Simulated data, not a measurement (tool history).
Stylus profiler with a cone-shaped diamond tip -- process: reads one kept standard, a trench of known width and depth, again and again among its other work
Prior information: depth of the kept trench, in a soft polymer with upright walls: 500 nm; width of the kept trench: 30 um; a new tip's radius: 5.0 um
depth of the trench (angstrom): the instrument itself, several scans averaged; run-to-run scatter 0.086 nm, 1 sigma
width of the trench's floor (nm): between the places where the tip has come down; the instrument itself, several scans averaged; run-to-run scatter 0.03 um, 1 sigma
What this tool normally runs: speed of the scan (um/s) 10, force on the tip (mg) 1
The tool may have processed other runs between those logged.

| run | hour | speed of the scan (um/s) | force on the tip (mg) | depth of the trench (angstrom) | width of the trench's floor (nm) |
|---|---|---|---|---|---|
| 1 | 0 | 10 | 1 | 5019.1 | 24480 |
| 2 | 13.9 | 10 | 0.42 | 5009 | 24440 |
| 3 | 27.8 | 10 | 0.42 | 5009.2 | 24390 |
| 4 | 48.4 | 10 | 0.42 | 5011.9 | 24400 |
| 5 | 64.9 | 18 | 0.42 | 5010.3 | 24260 |
| 6 | 80.9 | 10 | 1 | 5020.5 | 24360 |
| 7 | 95.2 | 10 | 1 | 5018.7 | 24300 |
| 8 | 104.4 | 2 | 1 | 5017 | 24410 |
| 9 | 116.6 | 2 | 1 | 5018.1 | 24400 |
| 10 | 126 | 2 | 1 | 5017.9 | 24360 |
| 11 | 137.9 | 2 | 1 | 5018.9 | 24340 |
| 12 | 157 | 10 | 1 | 5019.5 | 24230 |
| 13 | 170.6 | 10 | 1 | 5020.2 | 24170 |
| 14 | 189.2 | 10 | 1 | 5017.3 | 24200 |
| 15 | 209.3 | 10 | 1 | 5019 | 24110 |
| 16 | 225.4 | 10 | 1 | 5020 | 24140 |
| 17 | 239.7 | 6 | 1 | 5017.9 | 24180 |
| 18 | 255.6 | 6 | 1 | 5018.6 | 24160 |
| 19 | 271.3 | 10 | 1 | 5018 | 24070 |
| 20 | 287.5 | 3 | 1 | 5018.8 | 24170 |
| 21 | 301.9 | 3 | 1 | 5019 | 24080 |
| 22 | 316.4 | 3 | 1 | 5017.8 | 24080 |
| 23 | 332.8 | 10 | 1 | 5017.8 | 24000 |
| 24 | 341.6 | 10 | 1 | 5017.3 | 23990 |
| 25 | 354.6 | 8 | 0.5 | 5013.3 | 23980 |
| 26 | 365 | 8 | 0.5 | 5011.7 | 23980 |
| 27 | 385.7 | 4 | 1.42 | 5023.3 | 24000 |
| 28 | 406.4 | 8 | 2.23 | 5032.3 | 23990 |
| 29 | 419.3 | 6 | 0.94 | 5017.9 | 23910 |
| 30 | 437.4 | 6 | 0.94 | 5018.3 | 23930 |
| 31 | 447.5 | 6 | 0.94 | 5018.8 | 23840 |
| 32 | 466.7 | 3 | 1.61 | 5026.1 | 23870 |
| 33 | 476.6 | 14 | 0.89 | 5017.6 | 23800 |
| 34 | 490.5 | 8 | 0.38 | 5012.5 | 23780 |
| 35 | 501.1 | 2 | 0.51 | 5014.6 | 23790 |
| 36 | 522.1 | 25 | 1 | 5019.5 | 23640 |
| 37 | 541 | 14 | 2.35 | 5033.4 | 23740 |
| 38 | 559.5 | 16 | 1.96 | 5029.5 | 23670 |
| 39 | 568.6 | 12 | 0.96 | 5020.6 | 23670 |
| 40 | 588.5 | 12 | 0.96 | 5019.3 | 23650 |
| 41 | 609.2 | 12 | 0.96 | 5020.1 | 23600 |
| 42 | 629.5 | 12 | 0.78 | 5017.6 | 23590 |
| 43 | 645.1 | 12 | 0.78 | 5018.3 | 23580 |
| 44 | 665.3 | 7 | 0.68 | 5015.9 | 23570 |
| 45 | 683.4 | 34 | 0.81 | 5016.6 | 23330 |
| 46 | 692.1 | 34 | 0.81 | 5018.3 | 23390 |
| 47 | 705.3 | 6 | 0.81 | 5020.2 | 23600 |
| 48 | 722.2 | 4 | 0.48 | 5013.3 | 23470 |

Consider 3 possible next runs. They are alternatives, not a sequence: every one starts from the tool as it was left by run 48. What does each give?
| A | 739 | 6 | 1.3 | ? | ? |
| B | 739 | 10 | 0.48 | ? | ? |
| C | 739 | 3 | 0.54 | ? | ? |

| run | depth of the trench (angstrom) | width of the trench's floor (nm) |
|---|---|---|
| A | 5024.1 | 23590 |
| B | 5014.6 | 23450 |
| C | 5014 | 23520 |
Without the tool's hidden state the same runs would have given:
| run | depth of the trench (angstrom) | width of the trench's floor (nm) |
|---|---|---|
| A | 5020.6 | 25670 |
| B | 5011.1 | 25530 |
| C | 5010.5 | 25610 |
